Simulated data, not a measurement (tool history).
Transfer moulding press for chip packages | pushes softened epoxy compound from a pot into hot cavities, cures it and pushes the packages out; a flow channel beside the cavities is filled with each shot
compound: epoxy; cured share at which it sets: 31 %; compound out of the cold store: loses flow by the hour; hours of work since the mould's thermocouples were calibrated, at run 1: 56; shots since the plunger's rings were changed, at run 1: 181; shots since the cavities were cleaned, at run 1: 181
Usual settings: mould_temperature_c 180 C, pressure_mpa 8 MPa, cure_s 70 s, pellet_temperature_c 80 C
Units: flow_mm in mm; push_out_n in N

| run | hour | mould_temperature_c | pressure_mpa | cure_s | pellet_temperature_c | hours of work since the mould's thermocouples were calibrated | shots since the plunger's rings were changed | shots since the cavities were cleaned | incoming compound's hours out of the cold store | flow_mm | push_out_n |
|---|---|---|---|---|---|---|---|---|---|---|---|
| 1 | 0 | 180 | 8 | 70 | 80 | 56 | 181 | 181 | 9.6 | 1064 | 692 |
|  | 49.1 | cavities cleaned with cleaning compound and waxed |
| 2 | 63.9 | 180 | 8 | 70 | 80 | 82 | 756 | 137 | 26 | 985 | 639 |
|  | 116.1 | cavities cleaned with cleaning compound and waxed |
| 3 | 116.1 | 174 | 8 | 70 | 80 | 104 | 1223 | 0 | 15.8 | 1061 | 1049 |
| 4 | 166.7 | 174 | 8 | 70 | 80 | 125 | 1689 | 466 | 20 | 1032 | 984 |
|  | 183.3 | cavities cleaned with cleaning compound and waxed |
| 5 | 205.9 | 180 | 8 | 59 | 80 | 141 | 2036 | 208 | 17.8 | 1021 | 1089 |
|  | 250.5 | cavities cleaned with cleaning compound and waxed |
| 6 | 267.6 | 180 | 8 | 70 | 80 | 166 | 2591 | 158 | 46.6 | 891 | 593 |
|  | 316.9 | cavities cleaned with cleaning compound and waxed |
| 7 | 338.9 | 174 | 8 | 70 | 80 | 196 | 3233 | 202 | 37.1 | 954 | 989 |
|  | 348.7 | plunger's sealing rings changed |
|  | 385.1 | cavities cleaned with cleaning compound and waxed |
| 8 | 395.9 | 174 | 8 | 70 | 80 | 218 | 421 | 99 | 39.8 | 937 | 948 |
| 9 | 436.5 | 174 | 8 | 70 | 80 | 236 | 795 | 473 | 14.6 | 1060 | 993 |
|  | 451.3 | cavities cleaned with cleaning compound and waxed |
| 10 | 499.3 | 174 | 8 | 70 | 80 | 262 | 1360 | 442 | 16.5 | 1056 | 1019 |
|  | 520.3 | cavities cleaned with cleaning compound and waxed |
| 11 | 533.7 | 174 | 8 | 70 | 80 | 276 | 1663 | 124 | 45.6 | 918 | 921 |
| 12 | 582 | 174 | 8 | 70 | 80 | 296 | 2108 | 569 | 24.7 | 1009 | 1016 |
|  | 588.7 | cavities cleaned with cleaning compound and waxed |
| 13 | 626.5 | 174 | 8 | 70 | 80 | 314 | 2504 | 348 | 39.4 | 941 | 958 |
|  | 654.2 | cavities cleaned with cleaning compound and waxed |
| 14 | 686.8 | 174 | 8 | 104 | 73 | 339 | 3046 | 301 | 47.5 | 913 | 380 |
|  | 713.6 | plunger's sealing rings changed |
|  | 726.9 | cavities cleaned with cleaning compound and waxed |
| 15 | 749.7 | 179 | 8 | 95 | 79 | 364 | 319 | 210 | 22.3 | 1008 | 344 |
|  | 795.1 | cavities cleaned with cleaning compound and waxed |
| 16 | 806.2 | 180 | 8 | 70 | 77 | 387 | 825 | 102 | 21 | 1016 | 623 |
|  | 826.7 | mould's thermocouples calibrated |
|  | 864.4 | cavities cleaned with cleaning compound and waxed |
| 17 | 877.6 | 180 | 8 | 70 | 77 | 21 | 1451 | 121 | 44.3 | 903 | 630 |
|  | 933.2 | cavities cleaned with cleaning compound and waxed |
| 18 | 949.7 | 172 | 8 | 51 | 90 | 51 | 2101 | 152 | 9.8 | 1087 | 1754 |
|  | 1001.5 | cavities cleaned with cleaning compound and waxed |
| 19 | 1001.5 | 172 | 8 | 51 | 90 | 72 | 2564 | 0 | 33.4 | 971 | 1662 |
| 20 | 1048.5 | 172 | 8 | 51 | 90 | 92 | 2998 | 434 | 30.1 | 988 | 1625 |
|  | 1069 | cavities cleaned with cleaning compound and waxed |
|  | 1083.9 | plunger's sealing rings changed |
| 21 | 1090.9 | 184 | 8 | 70 | 80 | 108 | 64 | 179 | 31.7 | 943 | 475 |
|  | 1137.7 | cavities cleaned with cleaning compound and waxed |
| 22 | 1137.7 | 184 | 8 | 51 | 80 | 128 | 481 | 0 | 26.6 | 964 | 1152 |
| 23 | 1169.4 | 184 | 8 | 51 | 80 | 141 | 774 | 293 | 11.1 | 1050 | 1241 |
|  | 1207.1 | cavities cleaned with cleaning compound and waxed |
| 24 | 1207.1 | 188 | 7.8 | 82 | 72 | 156 | 1107 | 0 | 46.7 | 856 | 324 |
| 25 | 1247.7 | 174 | 9.01 | 105 | 83 | 174 | 1480 | 373 | 32.9 | 1032 | 372 |
|  | 1276.9 | cavities cleaned with cleaning compound and waxed |
| 26 | 1290.2 | 180 | 6.45 | 93 | 88 | 191 | 1858 | 122 | 29.7 | 869 | 349 |

Forecast each of these 5 alternatives for the next run:
|  | 1345.9 | cavities cleaned with cleaning compound and waxed |
| A | 1355 | 180 | 8 | 58 | 72 | 218 | 2442 | 85 | 14.2 | ? | ? |
|  | 1345.9 | cavities cleaned with cleaning compound and waxed |
| B | 1355 | 180 | 8 | 108 | 80 | 218 | 2442 | 85 | 34.2 | ? | ? |
|  | 1345.9 | cavities cleaned with cleaning compound and waxed |
| C | 1355 | 182 | 8.42 | 78 | 88 | 218 | 2442 | 85 | 15.1 | ? | ? |
|  | 1345.9 | cavities cleaned with cleaning compound and waxed |
| D | 1355 | 174 | 6.45 | 65 | 80 | 218 | 2442 | 85 | 14.7 | ? | ? |
|  | 1345.9 | cavities cleaned with cleaning compound and waxed |
| E | 1355 | 175 | 6.45 | 93 | 79 | 218 | 2442 | 85 | 31.6 | ? | ? |

| run | flow_mm | push_out_n |
|---|---|---|
| A | 1040 | 1176 |
| B | 943 | 317 |
| C | 1055 | 398 |
| D | 956 | 1215 |
| E | 874 | 422 |
Without the tool's hidden state the same runs would have given:
| run | flow_mm | push_out_n |
|---|---|---|
| A | 1040 | 1174 |
| B | 943 | 317 |
| C | 1056 | 397 |
| D | 956 | 1213 |
| E | 874 | 421 |
